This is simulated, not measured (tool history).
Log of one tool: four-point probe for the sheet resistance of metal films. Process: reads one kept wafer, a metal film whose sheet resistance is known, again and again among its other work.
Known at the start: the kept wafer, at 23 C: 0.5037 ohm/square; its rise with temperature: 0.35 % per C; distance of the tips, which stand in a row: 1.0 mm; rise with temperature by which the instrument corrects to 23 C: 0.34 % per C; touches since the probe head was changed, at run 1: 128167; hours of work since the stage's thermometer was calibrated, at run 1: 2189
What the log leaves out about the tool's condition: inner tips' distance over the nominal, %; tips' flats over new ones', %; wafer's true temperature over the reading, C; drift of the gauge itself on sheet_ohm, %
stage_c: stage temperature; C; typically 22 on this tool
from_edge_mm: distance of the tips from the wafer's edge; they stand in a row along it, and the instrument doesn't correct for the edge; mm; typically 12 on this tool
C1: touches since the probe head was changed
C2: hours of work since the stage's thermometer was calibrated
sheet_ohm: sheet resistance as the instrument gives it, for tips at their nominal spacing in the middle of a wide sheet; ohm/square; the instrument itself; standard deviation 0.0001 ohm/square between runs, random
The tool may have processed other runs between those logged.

{"run": 1, "hour": 0.0, "stage_c": 22, "from_edge_mm": 12, "C1": 128167, "C2": 2189, "sheet_ohm": 0.512053}
{"run": 2, "hour": 65.0, "stage_c": 22, "from_edge_mm": 12, "C1": 130871, "C2": 2229, "sheet_ohm": 0.512186}
{"run": 3, "hour": 159.7, "stage_c": 22, "from_edge_mm": 12, "C1": 134808, "C2": 2287, "sheet_ohm": 0.512212}
{"run": 4, "hour": 274.5, "stage_c": 22, "from_edge_mm": 12, "C1": 139584, "C2": 2357, "sheet_ohm": 0.512328}
{"run": 5, "hour": 342.8, "stage_c": 22, "from_edge_mm": 12, "C1": 142424, "C2": 2399, "sheet_ohm": 0.512481}
{"run": 6, "hour": 407.0, "stage_c": 22, "from_edge_mm": 12, "C1": 145093, "C2": 2438, "sheet_ohm": 0.512442}
{"run": 7, "hour": 501.9, "stage_c": 22, "from_edge_mm": 3, "C1": 149038, "C2": 2496, "sheet_ohm": 0.539241}
{"run": 8, "hour": 582.4, "stage_c": 22, "from_edge_mm": 3, "C1": 152385, "C2": 2545, "sheet_ohm": 0.539407}
{"hour": 648.7, "done": "stage's thermometer calibrated"}
{"run": 9, "hour": 666.3, "stage_c": 22, "from_edge_mm": 3, "C1": 155855, "C2": 11, "sheet_ohm": 0.537719}
{"run": 10, "hour": 728.6, "stage_c": 22, "from_edge_mm": 3, "C1": 158446, "C2": 49, "sheet_ohm": 0.537933}
{"run": 11, "hour": 817.5, "stage_c": 22, "from_edge_mm": 3, "C1": 162143, "C2": 103, "sheet_ohm": 0.537756}
{"run": 12, "hour": 914.9, "stage_c": 22, "from_edge_mm": 3, "C1": 166194, "C2": 163, "sheet_ohm": 0.538124}
{"run": 13, "hour": 974.4, "stage_c": 22, "from_edge_mm": 3, "C1": 168666, "C2": 199, "sheet_ohm": 0.538021}
{"run": 14, "hour": 1068.2, "stage_c": 22, "from_edge_mm": 12, "C1": 172570, "C2": 256, "sheet_ohm": 0.511393}
{"run": 15, "hour": 1119.4, "stage_c": 22, "from_edge_mm": 12, "C1": 174699, "C2": 288, "sheet_ohm": 0.511373}
{"run": 16, "hour": 1214.4, "stage_c": 22, "from_edge_mm": 3, "C1": 178646, "C2": 346, "sheet_ohm": 0.538567}
{"run": 17, "hour": 1316.9, "stage_c": 22, "from_edge_mm": 3, "C1": 182908, "C2": 408, "sheet_ohm": 0.538399}
{"run": 18, "hour": 1394.8, "stage_c": 22, "from_edge_mm": 12, "C1": 186151, "C2": 456, "sheet_ohm": 0.511626}
{"run": 19, "hour": 1441.9, "stage_c": 22, "from_edge_mm": 12, "C1": 188107, "C2": 484, "sheet_ohm": 0.511822}
{"run": 20, "hour": 1513.0, "stage_c": 22, "from_edge_mm": 5, "C1": 191064, "C2": 528, "sheet_ohm": 0.520627}
{"run": 21, "hour": 1605.2, "stage_c": 24, "from_edge_mm": 12, "C1": 194899, "C2": 584, "sheet_ohm": 0.512089}
{"hour": 1686.5, "done": "new probe head fitted"}
{"run": 22, "hour": 1687.2, "stage_c": 22, "from_edge_mm": 6, "C1": 29, "C2": 634, "sheet_ohm": 0.515245}
{"run": 23, "hour": 1763.2, "stage_c": 22, "from_edge_mm": 6, "C1": 3187, "C2": 680, "sheet_ohm": 0.515455}
{"run": 24, "hour": 1877.1, "stage_c": 22, "from_edge_mm": 6, "C1": 7924, "C2": 750, "sheet_ohm": 0.515463}
{"run": 25, "hour": 1970.9, "stage_c": 30, "from_edge_mm": 21, "C1": 11826, "C2": 807, "sheet_ohm": 0.50905}
{"run": 26, "hour": 2019.3, "stage_c": 30, "from_edge_mm": 21, "C1": 13840, "C2": 837, "sheet_ohm": 0.508994}
{"run": 27, "hour": 2073.1, "stage_c": 24, "from_edge_mm": 10, "C1": 16077, "C2": 869, "sheet_ohm": 0.510975}
{"run": 28, "hour": 2150.1, "stage_c": 24, "from_edge_mm": 9, "C1": 19277, "C2": 916, "sheet_ohm": 0.511874}
{"run": 29, "hour": 2203.5, "stage_c": 24, "from_edge_mm": 9, "C1": 21499, "C2": 949, "sheet_ohm": 0.511732}
{"run": 30, "hour": 2256.7, "stage_c": 24, "from_edge_mm": 9, "C1": 23710, "C2": 982, "sheet_ohm": 0.511868}

For run 31, what comes out?
{"run": 31, "hour": 2315.0, "stage_c": 30, "from_edge_mm": 20, "C1": 26135, "C2": 1017, "sheet_ohm": "?"}

Run 31 came out at sheet_ohm 0.509337 ohm/square.
Minus the tool's unlogged condition, the same run would have read sheet_ohm 0.504608 ohm/square.

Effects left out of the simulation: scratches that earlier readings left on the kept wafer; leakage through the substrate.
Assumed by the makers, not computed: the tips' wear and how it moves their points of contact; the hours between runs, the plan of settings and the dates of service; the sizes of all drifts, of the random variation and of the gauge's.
